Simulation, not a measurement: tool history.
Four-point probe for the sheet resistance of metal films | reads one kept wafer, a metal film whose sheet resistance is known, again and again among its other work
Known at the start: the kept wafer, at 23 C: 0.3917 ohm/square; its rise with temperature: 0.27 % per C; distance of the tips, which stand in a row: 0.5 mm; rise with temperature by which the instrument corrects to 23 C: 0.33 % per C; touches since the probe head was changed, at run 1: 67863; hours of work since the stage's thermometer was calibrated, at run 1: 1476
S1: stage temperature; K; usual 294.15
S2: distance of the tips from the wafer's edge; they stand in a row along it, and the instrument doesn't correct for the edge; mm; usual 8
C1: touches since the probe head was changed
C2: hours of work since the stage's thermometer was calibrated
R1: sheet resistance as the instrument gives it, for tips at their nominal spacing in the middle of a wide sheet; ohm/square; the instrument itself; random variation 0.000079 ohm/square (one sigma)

run	hour	S1	S2	C1	C2	R1
1	0	294.15	8	67863	1476	0.393086
2	26.4	294.15	8	68977	1495	0.393027
# hour 45.2: stage's thermometer calibrated
3	60.8	294.15	8	70409	11	0.392977
4	91.9	294.15	8	71721	33	0.392974
5	114.7	298.15	8	72681	49	0.39195
6	146.7	298.15	8	74033	72	0.391915
7	180	298.15	8	75437	95	0.391859
8	200.5	298.15	8	76300	110	0.391912
9	219	298.15	8	77081	123	0.39197
10	259.4	294.15	30	78785	151	0.392293
11	292.8	294.15	30	80198	175	0.392208
12	321.7	295.15	5	81417	195	0.393975

Forecast run 13:
13	355	295.15	5	82822	219	?

{"run 13": {"R1": 0.393973}}
Without the tool's hidden state the same run would have given R1 0.394008 ohm/square.
